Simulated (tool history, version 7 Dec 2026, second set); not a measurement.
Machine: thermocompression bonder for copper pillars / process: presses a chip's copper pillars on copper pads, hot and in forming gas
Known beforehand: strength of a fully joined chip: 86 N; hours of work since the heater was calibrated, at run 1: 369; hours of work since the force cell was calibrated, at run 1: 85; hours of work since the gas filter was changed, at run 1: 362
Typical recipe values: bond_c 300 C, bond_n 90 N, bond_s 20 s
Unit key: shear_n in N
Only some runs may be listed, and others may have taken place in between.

run	hour	bond_c	bond_n	bond_s	hours of work since the heater was calibrated	hours of work since the force cell was calibrated	hours of work since the gas filter was changed	shear_n
1	0	300	90	20	369	85	362	53.5
2	4.3	300	90	20	371	87	364	54.6
3	11.4	300	90	20	374	90	368	54.8
4	21.1	300	90	20	379	95	373	55.3
5	29.5	300	90	20	383	99	377	54.9
6	36.6	300	90	20	387	103	380	53.9
7	45.2	300	90	20	391	107	385	55
8	50.9	300	67	20	394	110	387	45.4
9	59.7	329	90	20	398	114	392	68.9
10	68.9	329	90	20	403	119	396	68.4
11	75.2	300	90	20	406	122	399	53.3
12	83.1	300	90	20	410	126	403	55.1
13	87.7	300	90	20	412	128	406	54.6
14	92.3	300	90	20	414	130	408	54
15	98.9	300	90	20	418	134	411	52.3
16	105.6	297	90	20	421	137	414	51.9
17	113.6	297	90	20	425	141	418	50.6
18	117.7	297	90	20	427	143	420	51
19	124	297	90	20	430	146	424	52
20	128.2	300	90	30	432	148	426	59.2
21	136.4	316	122	36	436	152	430	74.7
22	143.1	324	107	38	440	156	433	76.7
23	149.8	298	96	24	443	159	436	57
24	155.6	298	67	29	446	162	439	48.3
25	164	325	108	29	450	166	443	73.9
26	168.7	325	65	45	452	168	446	67.2
27	174.1	305	108	12	455	171	448	53.2
28	183.5	300	115	33	460	176	453	67.1
# hour 188.5: forming gas filter changed
29	189.8	300	90	27	462	178	1	61
30	195.8	302	90	12	465	181	4	51.1
31	201.2	330	75	36	468	184	6	74.5
32	208	330	75	36	471	187	10	74
33	216	330	75	36	475	191	14	75.5
34	223.2	303	75	13	479	195	17	45.9
35	228.9	298	56	20	482	198	20	40.6
36	237.8	298	56	20	486	202	24	40.5
37	243.2	300	71	16	489	205	27	44.5
38	250.3	310	84	12	492	208	31	53.1
39	259	283	82	12	497	213	35	35.6
40	263.4	301	58	21	499	215	37	43.2

What would each run have given without the hidden state, its run-to-run variation left as it was?
What the log doesn't record here: true temperature of the bond over the reading, C; force that reaches the chip, % of what is set; oxide that the forming gas leaves, % of the face; drift of the gauge itself on shear_n, %.
run	shear_n
1	62
2	63.3
3	63.4
4	64.3
5	64
6	62.8
7	64.4
8	54
9	77.4
10	77
11	62.6
12	64.7
13	64.3
14	63.8
15	61.7
16	61.5
17	60.3
18	60.7
19	61.9
20	69.1
21	82.9
22	84.9
23	67.2
24	58.3
25	82.6
26	76.8
27	63.5
28	77.3
29	66.7
30	57.2
31	78
32	77.6
33	79.2
34	52.2
35	46.8
36	46.8
37	51
38	59.7
39	42
40	49.9

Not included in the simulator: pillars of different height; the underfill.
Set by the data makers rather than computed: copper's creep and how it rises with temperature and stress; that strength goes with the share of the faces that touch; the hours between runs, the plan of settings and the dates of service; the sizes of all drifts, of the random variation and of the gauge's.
